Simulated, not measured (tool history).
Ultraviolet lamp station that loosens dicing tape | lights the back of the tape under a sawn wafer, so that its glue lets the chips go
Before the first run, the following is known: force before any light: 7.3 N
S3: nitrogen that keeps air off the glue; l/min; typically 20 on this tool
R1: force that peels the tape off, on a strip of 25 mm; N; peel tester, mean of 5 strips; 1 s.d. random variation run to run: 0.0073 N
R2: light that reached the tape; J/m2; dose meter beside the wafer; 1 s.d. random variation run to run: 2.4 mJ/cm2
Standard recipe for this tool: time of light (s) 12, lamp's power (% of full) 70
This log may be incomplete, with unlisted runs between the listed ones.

run 1 day=0.000 | time_of_light_(s)=12 lamp's_power_(%_of_full)=70 S3=20 | R1=0.384 R2=2160
run 2 day=1.233 | time_of_light_(s)=12 lamp's_power_(%_of_full)=70 S3=20 | R1=0.387 R2=2120
run 3 day=2.721 | time_of_light_(s)=12 lamp's_power_(%_of_full)=70 S3=20 | R1=0.406 R2=2070
run 4 day=4.096 | time_of_light_(s)=12 lamp's_power_(%_of_full)=70 S3=20 | R1=0.422 R2=2080
run 5 day=5.362 | time_of_light_(s)=12 lamp's_power_(%_of_full)=70 S3=18 | R1=0.487 R2=2040
run 6 day=6.633 | time_of_light_(s)=12 lamp's_power_(%_of_full)=70 S3=20 | R1=0.447 R2=2000
run 7 day=8.600 | time_of_light_(s)=12 lamp's_power_(%_of_full)=70 S3=20 | R1=0.484 R2=1950
-- day=9.929 window cleaned of glue's vapour
run 8 day=10.608 | time_of_light_(s)=12 lamp's_power_(%_of_full)=70 S3=21 | R1=0.328 R2=2250
run 9 day=12.162 | time_of_light_(s)=12 lamp's_power_(%_of_full)=70 S3=21 | R1=0.353 R2=2200
run 10 day=14.058 | time_of_light_(s)=13 lamp's_power_(%_of_full)=70 S3=20 | R1=0.340 R2=2340
run 11 day=16.179 | time_of_light_(s)=12 lamp's_power_(%_of_full)=92 S3=20 | R1=0.244 R2=2830
run 12 day=17.725 | time_of_light_(s)=12 lamp's_power_(%_of_full)=92 S3=20 | R1=0.241 R2=2760
run 13 day=19.550 | time_of_light_(s)=12 lamp's_power_(%_of_full)=70 S3=20 | R1=0.448 R2=2020
run 14 day=21.217 | time_of_light_(s)=12 lamp's_power_(%_of_full)=70 S3=20 | R1=0.471 R2=1990
run 15 day=22.679 | time_of_light_(s)=12 lamp's_power_(%_of_full)=70 S3=20 | R1=0.478 R2=1920
run 16 day=23.829 | time_of_light_(s)=12 lamp's_power_(%_of_full)=70 S3=20 | R1=0.508 R2=1880
run 17 day=25.038 | time_of_light_(s)=12 lamp's_power_(%_of_full)=70 S3=20 | R1=0.518 R2=1860
run 18 day=26.408 | time_of_light_(s)=12 lamp's_power_(%_of_full)=70 S3=20 | R1=0.539 R2=1860
run 19 day=28.408 | time_of_light_(s)=12 lamp's_power_(%_of_full)=70 S3=20 | R1=0.581 R2=1750
run 20 day=30.275 | time_of_light_(s)=12 lamp's_power_(%_of_full)=71 S3=20 | R1=0.585 R2=1740
run 21 day=32.054 | time_of_light_(s)=20 lamp's_power_(%_of_full)=70 S3=20 | R1=0.242 R2=2820
-- day=32.475 window cleaned of glue's vapour
run 22 day=34.404 | time_of_light_(s)=22 lamp's_power_(%_of_full)=74 S3=20 | R1=0.177 R2=3790
run 23 day=35.825 | time_of_light_(s)=22 lamp's_power_(%_of_full)=74 S3=20 | R1=0.172 R2=3760
run 24 day=38.325 | time_of_light_(s)=6 lamp's_power_(%_of_full)=76 S3=20 | R1=1.567 R2=990
run 25 day=40.238 | time_of_light_(s)=9 lamp's_power_(%_of_full)=72 S3=6 | R1=2.030 R2=1390
run 26 day=42.233 | time_of_light_(s)=12 lamp's_power_(%_of_full)=82 S3=16 | R1=0.515 R2=2080
run 27 day=44.442 | time_of_light_(s)=15 lamp's_power_(%_of_full)=97 S3=37 | R1=0.185 R2=2910
run 28 day=45.992 | time_of_light_(s)=8 lamp's_power_(%_of_full)=70 S3=11 | R1=2.010 R2=1080
run 29 day=47.579 | time_of_light_(s)=7 lamp's_power_(%_of_full)=70 S3=10 | R1=2.521 R2=920
run 30 day=48.867 | time_of_light_(s)=13 lamp's_power_(%_of_full)=71 S3=38 | R1=0.372 R2=1740
run 31 day=50.221 | time_of_light_(s)=13 lamp's_power_(%_of_full)=71 S3=38 | R1=0.374 R2=1710
run 32 day=52.275 | time_of_light_(s)=20 lamp's_power_(%_of_full)=70 S3=20 | R1=0.298 R2=2510
run 33 day=54.033 | time_of_light_(s)=12 lamp's_power_(%_of_full)=77 S3=22 | R1=0.654 R2=1620
-- day=55.096 window cleaned of glue's vapour
run 34 day=55.883 | time_of_light_(s)=14 lamp's_power_(%_of_full)=95 S3=6 | R1=0.717 R2=2660
run 35 day=57.217 | time_of_light_(s)=7 lamp's_power_(%_of_full)=70 S3=20 | R1=1.720 R2=940
run 36 day=58.921 | time_of_light_(s)=8 lamp's_power_(%_of_full)=70 S3=25 | R1=1.242 R2=1080
run 37 day=61.150 | time_of_light_(s)=13 lamp's_power_(%_of_full)=67 S3=33 | R1=0.468 R2=1610
run 38 day=63.658 | time_of_light_(s)=16 lamp's_power_(%_of_full)=85 S3=10 | R1=0.529 R2=2420
run 39 day=65.542 | time_of_light_(s)=12 lamp's_power_(%_of_full)=70 S3=12 | R1=1.186 R2=1470
run 40 day=67.488 | time_of_light_(s)=12 lamp's_power_(%_of_full)=93 S3=12 | R1=0.777 R2=1880
run 41 day=69.150 | time_of_light_(s)=12 lamp's_power_(%_of_full)=61 S3=12 | R1=1.621 R2=1210
run 42 day=70.704 | time_of_light_(s)=12 lamp's_power_(%_of_full)=96 S3=20 | R1=0.530 R2=1880

Pick out some run-to-run changes in R1. Of each, how much would a tool without hidden state show as well, from the settings, what came in and chance, and how much is left for the hidden state and any gauge scatter not in both results compared?
Unlogged tool condition in this case: lamp's light, % of a new lamp's; light that the window lets through, % of a clean one's; drift of the gauge itself on peel_n, %; drift of the gauge itself on dose_mj_cm2, %.
Run 25 -> 26: time of light (s) 9 -> 12, lamp's power (% of full) 72 -> 82, S3 6 -> 16. R1 -1.515 N: hidden state -0.588, all else -0.927.
Run 27 -> 28: time of light (s) 15 -> 8, lamp's power (% of full) 97 -> 70, S3 37 -> 11. R1 +1.825 N: hidden state +1.015, all else +0.810.
Run 29 -> 30: time of light (s) 7 -> 13, lamp's power (% of full) 70 -> 71, S3 10 -> 38. R1 -2.149 N: hidden state -1.010, all else -1.139.
Run 41 -> 42: lamp's power (% of full) 61 -> 96, S3 12 -> 20. R1 -1.091 N: hidden state -0.755, all else -0.336.
